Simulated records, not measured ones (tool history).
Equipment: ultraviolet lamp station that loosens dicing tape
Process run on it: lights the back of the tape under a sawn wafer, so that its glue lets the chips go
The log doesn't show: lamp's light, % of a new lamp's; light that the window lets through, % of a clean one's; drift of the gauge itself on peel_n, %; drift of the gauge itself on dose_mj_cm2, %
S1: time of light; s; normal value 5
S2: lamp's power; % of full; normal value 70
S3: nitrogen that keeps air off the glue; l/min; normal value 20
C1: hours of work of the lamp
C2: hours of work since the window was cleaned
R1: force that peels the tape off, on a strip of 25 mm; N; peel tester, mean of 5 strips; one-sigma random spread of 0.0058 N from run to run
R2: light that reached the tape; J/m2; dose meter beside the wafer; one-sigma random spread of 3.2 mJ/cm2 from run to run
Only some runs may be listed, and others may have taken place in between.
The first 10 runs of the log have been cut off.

run 11 day=28.725 | S1=5 S2=62 S3=20 | C1=442 C2=508 | R1=0.294 R2=3820
run 12 day=30.908 | S1=5 S2=93 S3=20 | C1=470 C2=536 | R1=0.11 R2=5640
-- day=32.771 window cleaned of glue's vapour
run 13 day=33.758 | S1=5 S2=93 S3=20 | C1=506 C2=13 | R1=0.112 R2=5730
run 14 day=37.404 | S1=5 S2=70 S3=31 | C1=553 C2=59 | R1=0.151 R2=4260
run 15 day=41.154 | S1=6 S2=70 S3=20 | C1=600 C2=107 | R1=0.141 R2=5010
run 16 day=44.162 | S1=6 S2=70 S3=20 | C1=639 C2=145 | R1=0.147 R2=4950
run 17 day=47.771 | S1=5 S2=70 S3=20 | C1=684 C2=191 | R1=0.242 R2=4100
run 18 day=49.904 | S1=5 S2=70 S3=20 | C1=712 C2=218 | R1=0.26 R2=4030
run 19 day=52.038 | S1=7 S2=83 S3=9 | C1=739 C2=245 | R1=0.16 R2=6570
run 20 day=55.746 | S1=2 S2=83 S3=9 | C1=786 C2=292 | R1=1.808 R2=1860
run 21 day=59.625 | S1=4 S2=94 S3=16 | C1=835 C2=342 | R1=0.296 R2=4200
run 22 day=63.038 | S1=5 S2=70 S3=8 | C1=879 C2=385 | R1=0.702 R2=3730
run 23 day=65.871 | S1=5 S2=70 S3=8 | C1=915 C2=421 | R1=0.688 R2=3730
run 24 day=69.671 | S1=8 S2=91 S3=9 | C1=963 C2=470 | R1=0.128 R2=7580
run 25 day=71.896 | S1=5 S2=81 S3=13 | C1=991 C2=498 | R1=0.355 R2=4180
run 26 day=74.192 | S1=5 S2=81 S3=13 | C1=1021 C2=527 | R1=0.363 R2=4130
run 27 day=75.854 | S1=8 S2=86 S3=8 | C1=1042 C2=548 | R1=0.172 R2=6930
-- day=76.983 window cleaned of glue's vapour
run 28 day=77.696 | S1=3 S2=75 S3=7 | C1=1065 C2=9 | R1=1.513 R2=2370
run 29 day=80.8 | S1=3 S2=75 S3=7 | C1=1104 C2=49 | R1=1.526 R2=2330
run 30 day=84.433 | S1=5 S2=94 S3=20 | C1=1151 C2=95 | R1=0.175 R2=4820
run 31 day=86.996 | S1=2 S2=82 S3=11 | C1=1183 C2=127 | R1=1.803 R2=1640
run 32 day=90.479 | S1=5 S2=65 S3=9 | C1=1228 C2=172 | R1=0.831 R2=3140
run 33 day=92.458 | S1=3 S2=91 S3=9 | C1=1253 C2=197 | R1=1.153 R2=2660
run 34 day=96.067 | S1=6 S2=70 S3=19 | C1=1299 C2=243 | R1=0.262 R2=4000
run 35 day=98.671 | S1=6 S2=70 S3=19 | C1=1332 C2=276 | R1=0.292 R2=3960

Below are 3 alternative next runs, each starting from the tool's condition after run 35. Predict each:
run A day=100.975 | S1=7 S2=84 S3=18 | C1=1361 C2=305 | R1=? R2=?
run B day=100.975 | S1=5 S2=73 S3=17 | C1=1361 C2=305 | R1=? R2=?
run C day=100.975 | S1=4 S2=70 S3=10 | C1=1361 C2=305 | R1=? R2=?

run=A R1=0.134 R2=5410
run=B R1=0.434 R2=3370
run=C R1=1.118 R2=2580
With no hidden state in the tool, these same runs would have given:
run=A R1=0.069 R2=8460
run=B R1=0.149 R2=5270
run=C R1=0.5 R2=4020

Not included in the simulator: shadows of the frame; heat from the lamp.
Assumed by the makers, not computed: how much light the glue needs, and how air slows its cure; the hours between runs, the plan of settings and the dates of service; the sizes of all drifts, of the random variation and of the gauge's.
